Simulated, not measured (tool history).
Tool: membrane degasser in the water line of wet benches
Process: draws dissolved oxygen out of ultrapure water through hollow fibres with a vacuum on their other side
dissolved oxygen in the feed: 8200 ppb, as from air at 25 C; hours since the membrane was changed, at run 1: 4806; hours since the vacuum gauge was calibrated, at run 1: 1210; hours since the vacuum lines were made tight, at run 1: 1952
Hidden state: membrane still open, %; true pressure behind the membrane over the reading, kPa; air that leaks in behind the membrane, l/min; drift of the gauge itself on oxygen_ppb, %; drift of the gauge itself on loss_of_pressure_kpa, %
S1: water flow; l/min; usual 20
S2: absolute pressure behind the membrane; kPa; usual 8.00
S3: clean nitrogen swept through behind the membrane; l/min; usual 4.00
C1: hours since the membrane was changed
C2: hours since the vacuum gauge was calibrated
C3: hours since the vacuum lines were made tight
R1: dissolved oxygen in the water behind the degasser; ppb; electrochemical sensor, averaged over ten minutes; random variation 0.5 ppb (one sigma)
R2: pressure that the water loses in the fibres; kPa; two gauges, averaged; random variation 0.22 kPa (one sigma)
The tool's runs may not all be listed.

run 1 hour=0.0 | S1=20 S2=8.00 S3=4.00 | C1=4806 C2=1210 C3=1952 | R1=63.5 R2=56.60
run 2 hour=72.7 | S1=18 S2=8.00 S3=4.00 | C1=4879 C2=1283 C3=2024 | R1=56.3 R2=50.69
run 3 hour=178.0 | S1=18 S2=8.00 S3=4.00 | C1=4984 C2=1388 C3=2130 | R1=54.9 R2=50.74
run 4 hour=254.3 | S1=18 S2=8.00 S3=4.00 | C1=5061 C2=1464 C3=2206 | R1=56.0 R2=51.19
run 5 hour=373.8 | S1=18 S2=8.00 S3=4.00 | C1=5180 C2=1584 C3=2326 | R1=56.3 R2=50.54
run 6 hour=480.9 | S1=18 S2=8.00 S3=4.00 | C1=5287 C2=1691 C3=2433 | R1=56.1 R2=50.90
run 7 hour=630.4 | S1=18 S2=8.00 S3=4.00 | C1=5437 C2=1840 C3=2582 | R1=56.1 R2=51.38
run 8 hour=781.0 | S1=22 S2=8.00 S3=4.00 | C1=5587 C2=1991 C3=2733 | R1=72.3 R2=62.95
run 9 hour=917.3 | S1=20 S2=8.00 S3=4.00 | C1=5724 C2=2127 C3=2869 | R1=64.1 R2=57.08
run 10 hour=1063.5 | S1=20 S2=8.00 S3=4.00 | C1=5870 C2=2273 C3=3015 | R1=63.4 R2=56.72
run 11 hour=1221.6 | S1=20 S2=8.00 S3=4.00 | C1=6028 C2=2431 C3=3173 | R1=63.1 R2=56.91
-- hour=1235.5 vacuum gauge calibrated
run 12 hour=1318.4 | S1=20 S2=18.38 S3=4.00 | C1=6124 C2=83 C3=3270 | R1=190.0 R2=57.27
run 13 hour=1423.7 | S1=20 S2=18.38 S3=4.00 | C1=6230 C2=188 C3=3375 | R1=192.0 R2=57.16
run 14 hour=1567.3 | S1=20 S2=18.38 S3=4.00 | C1=6373 C2=332 C3=3519 | R1=188.3 R2=57.24
run 15 hour=1642.1 | S1=20 S2=5.41 S3=4.00 | C1=6448 C2=407 C3=3593 | R1=32.7 R2=57.69
run 16 hour=1764.5 | S1=20 S2=5.41 S3=4.00 | C1=6570 C2=529 C3=3716 | R1=33.1 R2=57.12
run 17 hour=1925.8 | S1=20 S2=5.41 S3=4.00 | C1=6732 C2=690 C3=3877 | R1=32.5 R2=57.29
run 18 hour=2059.0 | S1=13 S2=19.42 S3=10.45 | C1=6865 C2=824 C3=4010 | R1=53.2 R2=37.50
-- hour=2112.4 vacuum gauge calibrated, once more
run 19 hour=2144.2 | S1=17 S2=18.55 S3=11.55 | C1=6950 C2=32 C3=4095 | R1=59.3 R2=49.07
run 20 hour=2277.7 | S1=16 S2=11.35 S3=4.62 | C1=7083 C2=165 C3=4228 | R1=72.1 R2=45.88
run 21 hour=2405.2 | S1=17 S2=11.66 S3=10.03 | C1=7211 C2=293 C3=4356 | R1=38.2 R2=49.05
run 22 hour=2567.4 | S1=18 S2=11.66 S3=10.03 | C1=7373 C2=455 C3=4518 | R1=41.0 R2=51.75
-- hour=2602.5 seals of the vacuum lines changed
run 23 hour=2675.7 | S1=16 S2=5.76 S3=1.69 | C1=7479 C2=561 C3=73 | R1=57.8 R2=46.06
run 24 hour=2773.0 | S1=24 S2=6.27 S3=4.00 | C1=7576 C2=659 C3=170 | R1=56.4 R2=69.25
run 25 hour=2881.3 | S1=24 S2=6.27 S3=4.00 | C1=7685 C2=767 C3=279 | R1=55.0 R2=69.17
run 26 hour=3042.8 | S1=25 S2=7.85 S3=6.47 | C1=7846 C2=928 C3=440 | R1=58.0 R2=72.62
run 27 hour=3130.7 | S1=25 S2=7.85 S3=6.47 | C1=7934 C2=1016 C3=528 | R1=58.5 R2=72.33
run 28 hour=3251.9 | S1=21 S2=8.00 S3=1.70 | C1=8055 C2=1137 C3=649 | R1=142.6 R2=60.64
run 29 hour=3360.2 | S1=29 S2=13.17 S3=4.00 | C1=8164 C2=1246 C3=758 | R1=198.0 R2=84.25
run 30 hour=3427.1 | S1=13 S2=17.07 S3=2.20 | C1=8230 C2=1313 C3=825 | R1=196.4 R2=37.82
run 31 hour=3579.2 | S1=13 S2=17.07 S3=2.20 | C1=8383 C2=1465 C3=977 | R1=195.5 R2=37.76

4 ways to go on from here, each from the tool as it stands after run 31. What would each give?
run A hour=3740.5 | S1=13 S2=15.11 S3=2.20 | C1=8544 C2=1626 C3=1138 | R1=? R2=?
run B hour=3740.5 | S1=20 S2=6.78 S3=2.15 | C1=8544 C2=1626 C3=1138 | R1=? R2=?
run C hour=3740.5 | S1=13 S2=17.07 S3=4.35 | C1=8544 C2=1626 C3=1138 | R1=? R2=?
run D hour=3740.5 | S1=26 S2=9.24 S3=4.48 | C1=8544 C2=1626 C3=1138 | R1=? R2=?

run=A R1=170.0 R2=37.70
run=B R1=82.2 R2=58.02
run=C R1=101.9 R2=37.77
run=D R1=102.3 R2=75.56
Without the tool's hidden state the same runs would have given:
run=A R1=167.4 R2=35.43
run=B R1=79.5 R2=54.52
run=C R1=100.2 R2=35.48
run=D R1=95.8 R2=71.00
